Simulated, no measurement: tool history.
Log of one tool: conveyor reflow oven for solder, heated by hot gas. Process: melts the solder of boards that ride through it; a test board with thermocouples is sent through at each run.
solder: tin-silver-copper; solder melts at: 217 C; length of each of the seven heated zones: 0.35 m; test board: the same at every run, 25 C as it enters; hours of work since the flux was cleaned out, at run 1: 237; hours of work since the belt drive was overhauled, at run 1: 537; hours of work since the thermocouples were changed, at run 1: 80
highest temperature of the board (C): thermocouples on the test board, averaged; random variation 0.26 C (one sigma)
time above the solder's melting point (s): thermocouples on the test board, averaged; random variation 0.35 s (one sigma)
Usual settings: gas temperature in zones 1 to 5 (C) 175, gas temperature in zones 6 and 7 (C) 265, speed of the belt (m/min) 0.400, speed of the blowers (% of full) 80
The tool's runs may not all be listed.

run	day	gas temperature in zones 1 to 5 (C)	gas temperature in zones 6 and 7 (C)	speed of the belt (m/min)	speed of the blowers (% of full)	hours of work since the flux was cleaned out	hours of work since the belt drive was overhauled	hours of work since the thermocouples were changed	highest temperature of the board (C)	time above the solder's melting point (s)
1	0.000	175	265	0.400	80	237	537	80	249.1	76.2
2	1.100	172	265	0.400	80	249	549	92	248.4	74.6
3	2.188	172	265	0.400	80	261	560	103	248.7	74.3
4	3.996	161	265	0.400	80	280	580	122	246.4	66.2
5	5.179	161	265	0.400	80	293	592	135	246.1	66.5
6	6.625	175	265	0.355	80	308	608	151	251.8	91.0
7	7.921	175	265	0.400	80	322	622	164	248.7	75.6
8	9.388	172	270	0.400	52	338	637	180	242.5	62.9

Run 9 comes next. What will it give?
# day 9.712: belt drive overhauled, speed set with a stopwatch
9	10.900	173	265	0.400	80	352	13	194	?	?

Run 9 gave highest temperature of the board (C) 247.8, time above the solder's melting point (s) 73.9.
Without the tool's hidden state the same run would have given highest temperature of the board (C) 249.9, time above the solder's melting point (s) 76.1.
